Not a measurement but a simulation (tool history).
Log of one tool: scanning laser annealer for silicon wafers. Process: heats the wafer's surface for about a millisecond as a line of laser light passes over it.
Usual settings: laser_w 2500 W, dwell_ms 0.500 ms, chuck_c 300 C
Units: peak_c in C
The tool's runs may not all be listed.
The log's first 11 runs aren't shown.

run,day,laser_w,dwell_ms,chuck_c,peak_c
12,8.550,2500,0.426,300,1043
13,9.171,2500,0.426,300,1049
14,9.908,2500,0.426,300,1042
15,10.567,2500,0.426,300,1048
16,11.312,2500,0.426,300,1040
17,11.783,2500,0.500,300,1096
18,12.258,2500,0.500,300,1101
19,12.996,2172,0.500,300,979
20,13.421,2500,0.500,337,1135
21,14.100,2223,0.592,321,1072
22,15.000,2681,0.475,300,1145
23,15.800,2680,0.429,286,1095
24,16.458,2638,0.500,332,1183

Forecast run 25:
25,17.217,2500,0.362,317,?

{"run 25": {"peak_c": 1009}}
Without the tool's hidden state the same run would have given peak_c 1010 C.

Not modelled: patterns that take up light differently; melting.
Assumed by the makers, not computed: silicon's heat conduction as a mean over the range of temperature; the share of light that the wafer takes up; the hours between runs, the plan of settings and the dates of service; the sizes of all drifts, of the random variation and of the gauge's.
